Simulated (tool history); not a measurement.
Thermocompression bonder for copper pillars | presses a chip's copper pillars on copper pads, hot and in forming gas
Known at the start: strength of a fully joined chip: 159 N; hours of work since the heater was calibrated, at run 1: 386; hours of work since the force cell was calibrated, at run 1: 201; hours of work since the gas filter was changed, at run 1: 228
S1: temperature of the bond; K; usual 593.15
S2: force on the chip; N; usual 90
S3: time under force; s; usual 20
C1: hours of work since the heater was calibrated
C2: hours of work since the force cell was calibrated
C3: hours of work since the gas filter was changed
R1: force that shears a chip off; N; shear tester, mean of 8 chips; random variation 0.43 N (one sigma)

run,day,S1,S2,S3,C1,C2,C3,R1
1,0,593.15,90,20,386,201,228,108.3
2,0.221,593.15,90,20,388,203,230,109.3
3,0.567,593.15,90,20,392,206,234,108.3
4,0.821,593.15,90,20,395,209,236,108.4
5,1.042,593.15,119,20,397,211,239,122.3
6,1.262,591.15,90,20,399,214,241,108.2
7,1.508,593.15,90,13,402,216,243,97
8,1.758,593.15,90,13,404,219,246,96.2
9,2.121,622.15,94,39,408,223,250,142
10,2.446,564.15,72,29,412,226,253,89.5
11,2.85,564.15,72,29,416,230,258,89.3
12,3.117,564.15,116,46,419,233,260,126
13,3.588,582.15,117,11,424,238,265,98.4
14,3.908,614.15,73,22,427,241,269,114.6
15,4.379,581.15,73,22,432,246,274,94.3

5 ways to go on from here, each from the tool as it stands after run 15. What would each give?
A,4.8,593.15,90,11,436,251,278,?
B,4.8,605.15,58,21,436,251,278,?
C,4.8,620.15,78,25,436,251,278,?
D,4.8,593.15,109,20,436,251,278,?
E,4.8,581.15,81,50,436,251,278,?

run,R1
A,92.8
B,95.9
C,123.7
D,120
E,123.8
Without the tool's hidden state the same runs would have given:
run,R1
A,91.9
B,95
C,122.6
D,119
E,122.8
